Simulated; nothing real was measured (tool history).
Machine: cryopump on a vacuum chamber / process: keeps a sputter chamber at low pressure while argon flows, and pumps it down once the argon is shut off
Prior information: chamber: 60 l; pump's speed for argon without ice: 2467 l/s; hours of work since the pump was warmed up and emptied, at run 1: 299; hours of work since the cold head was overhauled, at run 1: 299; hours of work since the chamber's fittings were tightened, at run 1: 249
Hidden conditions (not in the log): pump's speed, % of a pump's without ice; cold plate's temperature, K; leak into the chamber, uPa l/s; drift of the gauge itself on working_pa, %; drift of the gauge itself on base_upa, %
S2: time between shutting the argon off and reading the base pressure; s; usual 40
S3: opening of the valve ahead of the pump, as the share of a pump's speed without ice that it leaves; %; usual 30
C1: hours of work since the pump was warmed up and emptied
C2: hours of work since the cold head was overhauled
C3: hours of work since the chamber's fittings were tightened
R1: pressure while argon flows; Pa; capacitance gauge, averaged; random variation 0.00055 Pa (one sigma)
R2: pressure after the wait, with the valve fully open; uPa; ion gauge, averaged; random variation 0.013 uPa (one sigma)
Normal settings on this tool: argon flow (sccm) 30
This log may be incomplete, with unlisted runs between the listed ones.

run 1 hour=0 | argon_flow_(sccm)=30 S2=40 S3=30 | C1=299 C2=299 C3=249 | R1=0.071 R2=0.8
run 2 hour=12.4 | argon_flow_(sccm)=30 S2=200 S3=30 | C1=306 C2=306 C3=255 | R1=0.0706 R2=0.32
run 3 hour=27.5 | argon_flow_(sccm)=30 S2=40 S3=30 | C1=314 C2=314 C3=263 | R1=0.0724 R2=0.78
run 4 hour=40.9 | argon_flow_(sccm)=30 S2=40 S3=30 | C1=321 C2=321 C3=270 | R1=0.071 R2=0.79
run 5 hour=49.7 | argon_flow_(sccm)=30 S2=40 S3=30 | C1=326 C2=326 C3=275 | R1=0.0703 R2=0.81
run 6 hour=62.4 | argon_flow_(sccm)=50 S2=40 S3=30 | C1=332 C2=332 C3=282 | R1=0.1183 R2=0.78
run 7 hour=78.4 | argon_flow_(sccm)=50 S2=40 S3=30 | C1=341 C2=341 C3=290 | R1=0.118 R2=0.79
run 8 hour=92.5 | argon_flow_(sccm)=30 S2=198 S3=30 | C1=348 C2=348 C3=298 | R1=0.0708 R2=0.32
run 9 hour=106.2 | argon_flow_(sccm)=18 S2=40 S3=30 | C1=355 C2=355 C3=305 | R1=0.0423 R2=0.8
run 10 hour=119.6 | argon_flow_(sccm)=18 S2=40 S3=30 | C1=362 C2=362 C3=312 | R1=0.0423 R2=0.78
run 11 hour=126.2 | argon_flow_(sccm)=18 S2=40 S3=30 | C1=366 C2=366 C3=315 | R1=0.0418 R2=0.79
run 12 hour=132.9 | argon_flow_(sccm)=18 S2=40 S3=30 | C1=370 C2=370 C3=319 | R1=0.0434 R2=0.82
run 13 hour=148 | argon_flow_(sccm)=18 S2=40 S3=30 | C1=378 C2=378 C3=327 | R1=0.0433 R2=0.79
run 14 hour=160.4 | argon_flow_(sccm)=18 S2=40 S3=39 | C1=384 C2=384 C3=333 | R1=0.0334 R2=0.8
run 15 hour=167.5 | argon_flow_(sccm)=18 S2=40 S3=39 | C1=388 C2=388 C3=337 | R1=0.0339 R2=0.8
run 16 hour=175.4 | argon_flow_(sccm)=18 S2=40 S3=39 | C1=392 C2=392 C3=341 | R1=0.0342 R2=0.77
run 17 hour=184.8 | argon_flow_(sccm)=30 S2=40 S3=30 | C1=397 C2=397 C3=346 | R1=0.0725 R2=0.78
run 18 hour=197.3 | argon_flow_(sccm)=53 S2=38 S3=42 | C1=404 C2=404 C3=353 | R1=0.0925 R2=0.85
run 19 hour=203.8 | argon_flow_(sccm)=14 S2=38 S3=42 | C1=407 C2=407 C3=356 | R1=0.0238 R2=0.85
run 20 hour=211.7 | argon_flow_(sccm)=13 S2=80 S3=43 | C1=411 C2=411 C3=361 | R1=0.0216 R2=0.53
run 21 hour=221.9 | argon_flow_(sccm)=19 S2=204 S3=30 | C1=417 C2=417 C3=366 | R1=0.0452 R2=0.34

Run 22 comes next. What will it give?
run 22 hour=229.1 | argon_flow_(sccm)=30 S2=22 S3=30 | C1=420 C2=420 C3=370 | R1=? R2=?

Run 22 measured R1 0.072 Pa, R2 1.29 uPa.
If the tool had no hidden condition, the same run with the same run-to-run variation would have returned R1 0.0688 Pa, R2 1.2 uPa.
